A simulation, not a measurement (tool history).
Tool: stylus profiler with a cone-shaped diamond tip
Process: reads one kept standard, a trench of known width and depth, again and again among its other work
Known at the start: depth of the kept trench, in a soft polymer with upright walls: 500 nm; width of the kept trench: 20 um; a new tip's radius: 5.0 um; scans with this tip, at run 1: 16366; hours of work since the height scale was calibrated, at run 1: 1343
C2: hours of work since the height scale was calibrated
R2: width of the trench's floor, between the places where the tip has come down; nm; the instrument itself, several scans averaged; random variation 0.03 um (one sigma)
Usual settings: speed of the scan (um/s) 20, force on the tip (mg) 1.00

Run 1, hour 0.0: usual settings; scans with this tip 16366; C2 1343. Result: depth of the trench (Å) 5030.1, R2 14350 nm.
Run 2, hour 46.2: usual settings but force on the tip (mg) 0.36; scans with this tip 16776; C2 1377. Result: depth of the trench (Å) 5007.5, R2 14280 nm.
Run 3, hour 69.4: usual settings but force on the tip (mg) 0.51; scans with this tip 16982; C2 1393. Result: depth of the trench (Å) 5013.3, R2 14330 nm.
Run 4, hour 91.5: usual settings but force on the tip (mg) 0.51; scans with this tip 17179; C2 1410. Result: depth of the trench (Å) 5012.9, R2 14280 nm.
Run 5, hour 119.7: usual settings but force on the tip (mg) 0.51; scans with this tip 17429; C2 1430. Result: depth of the trench (Å) 5012.2, R2 14230 nm.
Run 6, hour 147.2: usual settings but force on the tip (mg) 0.51; scans with this tip 17674; C2 1450. Result: depth of the trench (Å) 5014.3, R2 14240 nm.
Run 7, hour 177.0: usual settings but force on the tip (mg) 0.51; scans with this tip 17938; C2 1472. Result: depth of the trench (Å) 5011.6, R2 14260 nm.
Run 8, hour 208.3: usual settings but force on the tip (mg) 0.51; scans with this tip 18216; C2 1495. Result: depth of the trench (Å) 5011.9, R2 14220 nm.
Run 9, hour 236.8: usual settings but force on the tip (mg) 0.51; scans with this tip 18470; C2 1516. Result: depth of the trench (Å) 5010.6, R2 14210 nm.
Run 10, hour 279.5: usual settings but force on the tip (mg) 0.51; scans with this tip 18848; C2 1547. Result: depth of the trench (Å) 5011.8, R2 14180 nm.
Run 11, hour 298.8: usual settings but force on the tip (mg) 0.51; scans with this tip 19020; C2 1561. Result: depth of the trench (Å) 5009.4, R2 14200 nm.
Run 12, hour 321.7: usual settings but force on the tip (mg) 1.18; scans with this tip 19224; C2 1577. Result: depth of the trench (Å) 5032.1, R2 14180 nm.
Run 13, hour 367.7: usual settings but force on the tip (mg) 1.18; scans with this tip 19633; C2 1611. Result: depth of the trench (Å) 5031.1, R2 14190 nm.
At hour 375.6: height scale calibrated on a step standard.
Run 14, hour 394.1: usual settings but speed of the scan (um/s) 7; scans with this tip 19862; C2 13. Result: depth of the trench (Å) 5040.8, R2 14200 nm.
Run 15, hour 430.0: usual settings; scans with this tip 20181; C2 40. Result: depth of the trench (Å) 5039.9, R2 14130 nm.
Run 16, hour 453.1: usual settings; scans with this tip 20386; C2 56. Result: depth of the trench (Å) 5039.2, R2 14140 nm.
Run 17, hour 500.5: usual settings; scans with this tip 20807; C2 91. Result: depth of the trench (Å) 5038.4, R2 14040 nm.
Run 18, hour 535.7: usual settings; scans with this tip 21120; C2 117. Result: depth of the trench (Å) 5039.4, R2 14090 nm.
Run 19, hour 572.1: usual settings but force on the tip (mg) 0.54; scans with this tip 21444; C2 143. Result: depth of the trench (Å) 5025.4, R2 13960 nm.
Run 20, hour 593.0: usual settings but force on the tip (mg) 0.85; scans with this tip 21629; C2 158. Result: depth of the trench (Å) 5035.7, R2 14020 nm.
Run 21, hour 639.2: usual settings but force on the tip (mg) 0.85; scans with this tip 22040; C2 192. Result: depth of the trench (Å) 5035.3, R2 14030 nm.
Run 22, hour 666.4: usual settings but force on the tip (mg) 0.85; scans with this tip 22281; C2 212. Result: depth of the trench (Å) 5033.8, R2 13970 nm.
Run 23, hour 708.8: usual settings but force on the tip (mg) 0.85; scans with this tip 22658; C2 243. Result: depth of the trench (Å) 5035.0, R2 13960 nm.
Run 24, hour 746.2: usual settings but speed of the scan (um/s) 8, force on the tip (mg) 1.26; scans with this tip 22990; C2 270. Result: depth of the trench (Å) 5045.6, R2 14030 nm.
Run 25, hour 778.0: usual settings but speed of the scan (um/s) 51, force on the tip (mg) 1.76; scans with this tip 23273; C2 293. Result: depth of the trench (Å) 5058.0, R2 13820 nm.
Run 26, hour 807.4: usual settings but speed of the scan (um/s) 51, force on the tip (mg) 1.76; scans with this tip 23534; C2 315. Result: depth of the trench (Å) 5056.8, R2 13770 nm.
Run 27, hour 831.6: usual settings but speed of the scan (um/s) 51, force on the tip (mg) 1.76; scans with this tip 23749; C2 332. Result: depth of the trench (Å) 5058.8, R2 13770 nm.
Run 28, hour 862.1: usual settings but speed of the scan (um/s) 15, force on the tip (mg) 1.68; scans with this tip 24020; C2 355. Result: depth of the trench (Å) 5056.6, R2 13910 nm.
Run 29, hour 905.1: usual settings but speed of the scan (um/s) 28, force on the tip (mg) 1.45; scans with this tip 24402; C2 386. Result: depth of the trench (Å) 5050.0, R2 13830 nm.
Run 30, hour 945.1: usual settings but speed of the scan (um/s) 28, force on the tip (mg) 1.45; scans with this tip 24758; C2 415. Result: depth of the trench (Å) 5051.3, R2 13820 nm.
Run 31, hour 976.0: usual settings but speed of the scan (um/s) 28, force on the tip (mg) 2.94; scans with this tip 25032; C2 438. Result: depth of the trench (Å) 5084.2, R2 13810 nm.
Run 32, hour 1012.9: usual settings but speed of the scan (um/s) 36; scans with this tip 25359; C2 465. Result: depth of the trench (Å) 5038.3, R2 13720 nm.
Run 33, hour 1036.5: usual settings but speed of the scan (um/s) 11, force on the tip (mg) 0.36; scans with this tip 25569; C2 482. Result: depth of the trench (Å) 5017.3, R2 13790 nm.
Run 34, hour 1069.4: usual settings but speed of the scan (um/s) 12, force on the tip (mg) 0.49; scans with this tip 25862; C2 506. Result: depth of the trench (Å) 5020.8, R2 13770 nm.
Run 35, hour 1103.2: usual settings but speed of the scan (um/s) 18, force on the tip (mg) 0.50; scans with this tip 26162; C2 530. Result: depth of the trench (Å) 5021.9, R2 13730 nm.
Run 36, hour 1145.3: usual settings but speed of the scan (um/s) 18, force on the tip (mg) 0.50; scans with this tip 26536; C2 561. Result: depth of the trench (Å) 5021.0, R2 13690 nm.
Run 37, hour 1175.4: usual settings but force on the tip (mg) 0.43; scans with this tip 26803; C2 583. Result: depth of the trench (Å) 5016.3, R2 13650 nm.
Run 38, hour 1198.1: usual settings but force on the tip (mg) 0.43; scans with this tip 27005; C2 600. Result: depth of the trench (Å) 5016.2, R2 13640 nm.
Run 39, hour 1239.8: usual settings but speed of the scan (um/s) 27, force on the tip (mg) 0.74; scans with this tip 27375; C2 630. Result: depth of the trench (Å) 5028.8, R2 13600 nm.
Run 40, hour 1263.3: usual settings but speed of the scan (um/s) 7, force on the tip (mg) 2.41; scans with this tip 27584; C2 647. Result: depth of the trench (Å) 5069.5, R2 13770 nm.
Run 41, hour 1286.7: usual settings but speed of the scan (um/s) 7, force on the tip (mg) 2.41; scans with this tip 27792; C2 664. Result: depth of the trench (Å) 5067.7, R2 13800 nm.
Run 42, hour 1332.5: usual settings but speed of the scan (um/s) 29, force on the tip (mg) 0.46; scans with this tip 28199; C2 698. Result: depth of the trench (Å) 5017.1, R2 13540 nm.
Run 43, hour 1366.8: usual settings but speed of the scan (um/s) 28, force on the tip (mg) 0.37; scans with this tip 28503; C2 723. Result: depth of the trench (Å) 5012.6, R2 13500 nm.
Run 44, hour 1398.3: usual settings but speed of the scan (um/s) 14, force on the tip (mg) 0.47; scans with this tip 28783; C2 746. Result: depth of the trench (Å) 5016.1, R2 13570 nm.
Run 45, hour 1436.5: usual settings but speed of the scan (um/s) 9, force on the tip (mg) 0.72; scans with this tip 29123; C2 773. Result: depth of the trench (Å) 5023.6, R2 13620 nm.

The same runs without the tool's hidden state, with the same run-to-run variation:
The hidden state here: radius of the tip, um; height scale over the true one, %; drift of the gauge itself on depth_nm, %; drift of the gauge itself on floor_um, %.
run  depth of the trench (Å)     R2
  1                   5044.4  15490
  2                   5022.0  15450
  3                   5028.0  15510
  4                   5027.7  15480
  5                   5027.1  15440
  6                   5029.4  15470
  7                   5026.9  15510
  8                   5027.4  15490
  9                   5026.2  15490
 10                   5027.7  15490
 11                   5025.4  15510
 12                   5048.3  15520
 13                   5047.6  15550
 14                   5043.4  15580
 15                   5042.6  15530
 16                   5042.0  15540
 17                   5041.5  15470
 18                   5042.7  15540
 19                   5029.0  15440
 20                   5039.4  15510
 21                   5039.3  15540
 22                   5038.0  15500
 23                   5039.5  15520
 24                   5050.3  15610
 25                   5062.9  15410
 26                   5061.9  15380
 27                   5064.0  15390
 28                   5062.0  15550
 29                   5055.6  15490
 30                   5057.2  15500
 31                   5090.3  15520
 32                   5044.5  15440
 33                   5023.7  15530
 34                   5027.3  15530
 35                   5028.7  15500
 36                   5028.0  15490
 37                   5023.5  15460
 38                   5023.5  15460
 39                   5036.4  15440
 40                   5077.3  15630
 41                   5075.6  15670
 42                   5025.2  15440
 43                   5020.9  15420
 44                   5024.6  15500
 45                   5032.4  15580

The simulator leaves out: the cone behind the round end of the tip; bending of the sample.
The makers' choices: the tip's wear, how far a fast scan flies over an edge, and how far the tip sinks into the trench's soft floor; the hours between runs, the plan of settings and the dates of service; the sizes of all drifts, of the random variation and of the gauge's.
